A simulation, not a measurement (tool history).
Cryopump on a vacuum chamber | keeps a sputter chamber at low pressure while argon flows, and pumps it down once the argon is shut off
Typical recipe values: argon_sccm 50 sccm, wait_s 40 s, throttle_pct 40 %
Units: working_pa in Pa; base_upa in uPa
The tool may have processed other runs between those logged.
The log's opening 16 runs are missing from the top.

run	hour	argon_sccm	wait_s	throttle_pct	working_pa	base_upa
17	971.3	50	40	50	0.1418	2.28
18	1041.3	50	40	50	0.1433	2.25
19	1080.0	94	92	50	0.2705	1.57
20	1145.1	94	92	50	0.2705	1.46
21	1214.4	94	92	50	0.2721	1.56
22	1291.3	94	92	50	0.2743	1.58
23	1364.4	31	68	50	0.0910	1.84
24	1437.4	39	66	52	0.1108	1.86
25	1516.9	39	66	52	0.1099	1.88
26	1579.9	22	67	36	0.0865	1.94
27	1644.8	21	179	36	0.0838	1.42
28	1694.9	50	33	40	0.1814	2.82
29	1744.4	50	80	40	0.1827	1.83
30	1802.8	22	75	40	0.0802	1.91
31	1839.1	24	45	44	0.0799	2.43
32	1872.1	72	45	22	0.4589	2.41
33	1915.9	85	83	40	0.3151	1.87
# hour 1940.2: pump warmed up, emptied and cooled again
34	1983.6	84	208	35	0.3185	1.23

Here are 4 independent what-if runs from the current tool condition. What would each one return?
A	2027.0	69	31	35	?	?
B	2027.0	50	40	22	?	?
C	2027.0	50	40	55	?	?
D	2027.0	84	208	32	?	?

run	working_pa	base_upa
A	0.2648	2.76
B	0.3021	2.34
C	0.1235	2.38
D	0.3537	1.31
With the hidden condition removed and each run's random variation left untouched, the same runs would have given:
run	working_pa	base_upa
A	0.2606	1.99
B	0.2990	1.57
C	0.1204	1.61
D	0.3485	0.52
